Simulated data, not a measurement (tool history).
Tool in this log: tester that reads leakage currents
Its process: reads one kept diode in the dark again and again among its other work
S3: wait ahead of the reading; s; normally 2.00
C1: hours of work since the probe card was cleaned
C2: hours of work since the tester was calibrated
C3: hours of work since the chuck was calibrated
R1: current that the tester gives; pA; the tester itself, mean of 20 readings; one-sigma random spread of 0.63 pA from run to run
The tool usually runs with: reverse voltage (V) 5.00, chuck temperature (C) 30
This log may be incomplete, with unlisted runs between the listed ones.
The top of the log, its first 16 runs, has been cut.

Run 17, hour 423.4: usual settings; C1 231; C2 283; C3 2017. Result: R1 189.02 pA.
Run 18, hour 450.1: usual settings; C1 242; C2 294; C3 2028. Result: R1 188.57 pA.
Run 19, hour 468.5: usual settings; C1 249; C2 302; C3 2036. Result: R1 188.71 pA.
Run 20, hour 498.9: usual settings but reverse voltage (V) 5.55; C1 262; C2 314; C3 2048. Result: R1 200.22 pA.
Run 21, hour 515.4: usual settings but reverse voltage (V) 9.00, chuck temperature (C) 25, S3 1.40 s; C1 268; C2 321; C3 2055. Result: R1 184.68 pA.
Run 22, hour 536.6: usual settings but reverse voltage (V) 9.00, chuck temperature (C) 25, S3 4.66 s; C1 277; C2 330; C3 2064. Result: R1 183.27 pA.
Run 23, hour 568.4: usual settings but reverse voltage (V) 7.15, chuck temperature (C) 25, S3 2.49 s; C1 290; C2 343; C3 2077. Result: R1 160.76 pA.
Run 24, hour 587.9: usual settings but reverse voltage (V) 7.15, chuck temperature (C) 25, S3 2.49 s; C1 298; C2 351; C3 2085. Result: R1 160.44 pA.
Run 25, hour 621.5: usual settings but reverse voltage (V) 2.29, chuck temperature (C) 41; C1 312; C2 364; C3 2099. Result: R1 257.09 pA.
At hour 626.7: chuck's temperature calibrated.
Run 26, hour 649.0: usual settings but reverse voltage (V) 15.14, chuck temperature (C) 59, S3 9.22 s; C1 322; C2 375; C3 9. Result: R1 2656.39 pA.
Run 27, hour 681.0: usual settings but reverse voltage (V) 3.73, chuck temperature (C) 36; C1 336; C2 388; C3 22. Result: R1 268.00 pA.
Run 28, hour 697.0: usual settings but reverse voltage (V) 1.98; C1 342; C2 395; C3 29. Result: R1 122.39 pA.
Run 29, hour 728.1: usual settings but reverse voltage (V) 1.98; C1 355; C2 407; C3 42. Result: R1 122.11 pA.
Run 30, hour 748.2: usual settings but reverse voltage (V) 12.96, chuck temperature (C) 20, S3 1.12 s; C1 363; C2 416; C3 50. Result: R1 175.78 pA.
Run 31, hour 762.1: usual settings but reverse voltage (V) 1.95; C1 369; C2 421; C3 56. Result: R1 120.73 pA.
Run 32, hour 786.3: usual settings but reverse voltage (V) 9.06; C1 379; C2 431; C3 65. Result: R1 296.23 pA.
Run 33, hour 815.7: usual settings but reverse voltage (V) 9.06; C1 391; C2 443; C3 78. Result: R1 296.90 pA.
Run 34, hour 840.5: usual settings but reverse voltage (V) 16.65, chuck temperature (C) 58, S3 8.61 s; C1 401; C2 453; C3 88. Result: R1 2638.88 pA.
Run 35, hour 860.7: usual settings but reverse voltage (V) 16.65, chuck temperature (C) 58, S3 8.61 s; C1 409; C2 462; C3 96. Result: R1 2620.26 pA.
Run 36, hour 884.1: usual settings but reverse voltage (V) 16.65, chuck temperature (C) 58, S3 8.61 s; C1 419; C2 471; C3 106. Result: R1 2641.49 pA.
Run 37, hour 899.3: usual settings but reverse voltage (V) 14.99, chuck temperature (C) 40; C1 425; C2 478; C3 112. Result: R1 785.57 pA.
Run 38, hour 928.9: usual settings but reverse voltage (V) 1.10, S3 7.38 s; C1 437; C2 490; C3 124. Result: R1 85.57 pA.
Run 39, hour 960.8: usual settings but chuck temperature (C) 48; C1 450; C2 503; C3 137. Result: R1 703.41 pA.

Predict each of these 4 candidate next runs independently; none follows another, all start after run 39:
Run A, hour 989.6: usual settings but S3 4.42 s; C1 462; C2 515; C3 149. Result: R1 ?.
Run B, hour 989.6: usual settings but reverse voltage (V) 1.56, chuck temperature (C) 51, S3 7.63 s; C1 462; C2 515; C3 149. Result: R1 ?.
Run C, hour 989.6: usual settings but chuck temperature (C) 26; C1 462; C2 515; C3 149. Result: R1 ?.
Run D, hour 989.6: usual settings but reverse voltage (V) 1.13, chuck temperature (C) 36, S3 0.77 s; C1 462; C2 515; C3 149. Result: R1 ?.

run      R1
  A  208.58
  B  428.94
  C  156.94
  D  132.70
The same runs, with their run-to-run variation unchanged, on a tool lacking any hidden condition would have given:
run      R1
  A  209.07
  B  431.09
  C  157.12
  D  133.33
